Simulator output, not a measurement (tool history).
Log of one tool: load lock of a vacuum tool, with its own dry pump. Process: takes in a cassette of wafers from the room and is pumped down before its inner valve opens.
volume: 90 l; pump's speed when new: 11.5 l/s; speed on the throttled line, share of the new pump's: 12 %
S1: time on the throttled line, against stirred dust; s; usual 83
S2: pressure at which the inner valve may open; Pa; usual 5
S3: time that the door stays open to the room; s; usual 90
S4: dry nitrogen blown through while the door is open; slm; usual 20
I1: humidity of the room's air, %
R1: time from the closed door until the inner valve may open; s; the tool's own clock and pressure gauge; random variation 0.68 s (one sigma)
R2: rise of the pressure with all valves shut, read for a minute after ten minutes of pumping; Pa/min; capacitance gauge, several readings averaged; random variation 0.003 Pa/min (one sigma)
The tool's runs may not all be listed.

| run | day | S1 | S2 | S3 | S4 | I1 | R1 | R2 |
|---|---|---|---|---|---|---|---|---|
| 1 | 0 | 83 | 5 | 90 | 20 | 43.7 | 156.4 | 0.079 |
| 2 | 13.358 | 83 | 5 | 90 | 20 | 44.4 | 158.7 | 0.084 |
| 3 | 25.958 | 83 | 8 | 90 | 20 | 45.6 | 154.1 | 0.09 |
| 4 | 38.788 | 83 | 8 | 90 | 20 | 45.5 | 154.1 | 0.096 |
| 5 | 53.183 | 83 | 8 | 90 | 20 | 43.9 | 154.9 | 0.093 |
| 6 | 74.671 | 83 | 8 | 90 | 20 | 48.4 | 155.7 | 0.103 |
| 7 | 87.392 | 83 | 5 | 90 | 20 | 45.6 | 160.8 | 0.105 |
| 8 | 110.55 | 83 | 5 | 90 | 20 | 45.5 | 160.1 | 0.111 |
| 9 | 126.775 | 83 | 5 | 90 | 20 | 46.9 | 162.3 | 0.115 |
| 10 | 140.7 | 83 | 5 | 90 | 20 | 46 | 160.9 | 0.114 |
| 11 | 151.975 | 83 | 5 | 90 | 20 | 47.5 | 162.4 | 0.116 |
| 12 | 170.729 | 83 | 5 | 90 | 20 | 43.7 | 162.3 | 0.118 |
|  | 184.954 | dry pump taken out, an overhauled one fitted |
| 13 | 195.538 | 83 | 6 | 90 | 20 | 42.5 | 151.5 | 0.122 |
| 14 | 215.938 | 83 | 6 | 90 | 20 | 45.6 | 151.6 | 0.135 |
| 15 | 232.379 | 83 | 7 | 90 | 20 | 45.1 | 150.4 | 0.129 |
| 16 | 256.512 | 83 | 7 | 90 | 20 | 44 | 151 | 0.144 |
| 17 | 273.404 | 83 | 7 | 90 | 20 | 45.1 | 150.8 | 0.144 |
| 18 | 289.583 | 83 | 7 | 48 | 20 | 47.4 | 150.9 | 0.139 |
| 19 | 314.588 | 79 | 5 | 35 | 20 | 43.1 | 151.8 | 0.14 |
| 20 | 340.675 | 100 | 5 | 35 | 5 | 44.6 | 169 | 0.158 |
| 21 | 367.533 | 100 | 5 | 35 | 5 | 43.1 | 169.5 | 0.172 |
| 22 | 388.746 | 54 | 9 | 75 | 5 | 45.2 | 126.3 | 0.201 |
| 23 | 408.812 | 83 | 6 | 90 | 20 | 44.3 | 155.2 | 0.194 |
| 24 | 432.429 | 98 | 6 | 48 | 20 | 46.9 | 170.4 | 0.189 |
| 25 | 448.992 | 106 | 6 | 90 | 43 | 44.1 | 177.7 | 0.191 |
| 26 | 470.125 | 106 | 6 | 90 | 43 | 43.1 | 177.4 | 0.198 |
| 27 | 485.229 | 42 | 5 | 90 | 11 | 43.2 | 123.6 | 0.231 |
| 28 | 500.838 | 48 | 9 | 45 | 4 | 47.3 | 124 | 0.231 |
| 29 | 526.362 | 66 | 4 | 28 | 28 | 45.3 | 146.9 | 0.212 |
| 30 | 548.992 | 103 | 9 | 90 | 20 | 43.7 | 171 | 0.241 |
| 31 | 564.429 | 83 | 5 | 34 | 16 | 45.8 | 161.6 | 0.223 |
| 32 | 587.708 | 129 | 8 | 111 | 6 | 43 | 196.3 | 0.281 |
| 33 | 610.033 | 129 | 8 | 111 | 6 | 46 | 197.9 | 0.297 |
| 34 | 621.212 | 129 | 8 | 111 | 6 | 45.4 | 197.6 | 0.303 |
| 35 | 645.325 | 54 | 4 | 111 | 6 | 46.8 | 140.9 | 0.32 |
| 36 | 668.654 | 115 | 4 | 111 | 6 | 44.1 | 194.2 | 0.319 |

Forecast each of these 4 alternatives for the next run:
| A | 686.042 | 81 | 4 | 111 | 13 | 43.6 | ? | ? |
| B | 686.042 | 106 | 8 | 111 | 9 | 45 | ? | ? |
| C | 686.042 | 83 | 5 | 90 | 5 | 45 | ? | ? |
| D | 686.042 | 115 | 4 | 36 | 6 | 42.2 | ? | ? |

| run | R1 | R2 |
|---|---|---|
| A | 164.6 | 0.314 |
| B | 178 | 0.319 |
| C | 164.7 | 0.319 |
| D | 194.4 | 0.283 |
Without the tool's hidden state the same runs would have given:
| run | R1 | R2 |
|---|---|---|
| A | 151.2 | 0.054 |
| B | 166.5 | 0.06 |
| C | 151.8 | 0.062 |
| D | 181.7 | 0.028 |

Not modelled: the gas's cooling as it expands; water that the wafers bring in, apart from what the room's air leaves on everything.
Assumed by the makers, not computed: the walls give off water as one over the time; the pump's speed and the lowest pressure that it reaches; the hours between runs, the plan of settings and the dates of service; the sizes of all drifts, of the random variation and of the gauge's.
